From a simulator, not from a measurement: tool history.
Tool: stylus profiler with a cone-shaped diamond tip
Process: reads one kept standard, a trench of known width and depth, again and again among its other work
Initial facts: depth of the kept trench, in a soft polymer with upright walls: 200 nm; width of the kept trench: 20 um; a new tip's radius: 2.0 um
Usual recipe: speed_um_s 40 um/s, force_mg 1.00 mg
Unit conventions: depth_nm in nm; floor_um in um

Run 1, hour 0.0: usual settings. Result: depth_nm 201.03 nm, floor_um 18.01 um.
Run 2, hour 21.0: usual settings. Result: depth_nm 201.21 nm, floor_um 17.97 um.
Run 3, hour 57.6: usual settings. Result: depth_nm 201.27 nm, floor_um 17.99 um.
Run 4, hour 81.9: usual settings but speed_um_s 122 um/s. Result: depth_nm 201.28 nm, floor_um 17.34 um.
Run 5, hour 107.5: usual settings but speed_um_s 98 um/s. Result: depth_nm 200.97 nm, floor_um 17.54 um.
Run 6, hour 130.8: usual settings but speed_um_s 98 um/s. Result: depth_nm 201.12 nm, floor_um 17.50 um.
Run 7, hour 163.9: usual settings but speed_um_s 98 um/s. Result: depth_nm 201.03 nm, floor_um 17.48 um.
Run 8, hour 198.7: usual settings but speed_um_s 98 um/s. Result: depth_nm 201.18 nm, floor_um 17.49 um.
Run 9, hour 214.7: usual settings but speed_um_s 98 um/s, force_mg 0.81 mg. Result: depth_nm 201.03 nm, floor_um 17.45 um.
Run 10, hour 240.9: usual settings but speed_um_s 98 um/s, force_mg 0.81 mg. Result: depth_nm 200.94 nm, floor_um 17.38 um.
Run 11, hour 267.7: usual settings but speed_um_s 21 um/s, force_mg 0.53 mg. Result: depth_nm 200.54 nm, floor_um 18.00 um.
Run 12, hour 286.6: usual settings but force_mg 0.85 mg. Result: depth_nm 201.08 nm, floor_um 17.90 um.
At hour 289.1: height scale calibrated on a step standard.
Run 13, hour 314.1: usual settings but force_mg 0.85 mg. Result: depth_nm 200.82 nm, floor_um 17.90 um.
Run 14, hour 333.7: usual settings but speed_um_s 10 um/s, force_mg 1.24 mg. Result: depth_nm 201.09 nm, floor_um 18.09 um.
Run 15, hour 359.0: usual settings but speed_um_s 10 um/s, force_mg 2.44 mg. Result: depth_nm 202.15 nm, floor_um 18.13 um.
At hour 370.9: height scale calibrated on a step standard, once more.
Run 16, hour 389.6: usual settings but speed_um_s 80 um/s, force_mg 1.59 mg. Result: depth_nm 201.61 nm, floor_um 17.69 um.
Run 17, hour 425.7: usual settings but speed_um_s 130 um/s, force_mg 1.45 mg. Result: depth_nm 201.54 nm, floor_um 17.37 um.
Run 18, hour 441.4: usual settings but speed_um_s 88 um/s, force_mg 0.33 mg. Result: depth_nm 200.50 nm, floor_um 17.05 um.
Run 19, hour 459.3: usual settings but speed_um_s 88 um/s, force_mg 0.33 mg. Result: depth_nm 200.06 nm, floor_um 17.04 um.
Run 20, hour 483.6: usual settings but speed_um_s 37 um/s, force_mg 1.48 mg. Result: depth_nm 201.72 nm, floor_um 17.95 um.

Subtracting, for every run, the result it would have given without the tool's unlogged condition from the measured result gives the following. The same run-to-run variation enters both numbers; the gauge's scatter may not:
The tool's hidden condition here consists of: radius of the tip, um; height scale over the true one, %; drift of the gauge itself on depth_nm, %; drift of the gauge itself on floor_um, %.
run  depth_nm  floor_um
  1     -0.07     +0.01
  2     -0.07     +0.01
  3     -0.08     +0.00
  4     -0.09     -0.01
  5     -0.10     -0.02
  6     -0.11     -0.03
  7     -0.12     -0.04
  8     -0.14     -0.05
  9     -0.14     -0.04
 10     -0.15     -0.06
 11     -0.16     -0.06
 12     -0.17     -0.07
 13     -0.28     -0.08
 14     -0.29     -0.09
 15     -0.30     -0.09
 16     -0.10     -0.10
 17     -0.11     -0.11
 18     -0.12     -0.12
 19     -0.12     -0.12
 20     -0.13     -0.13
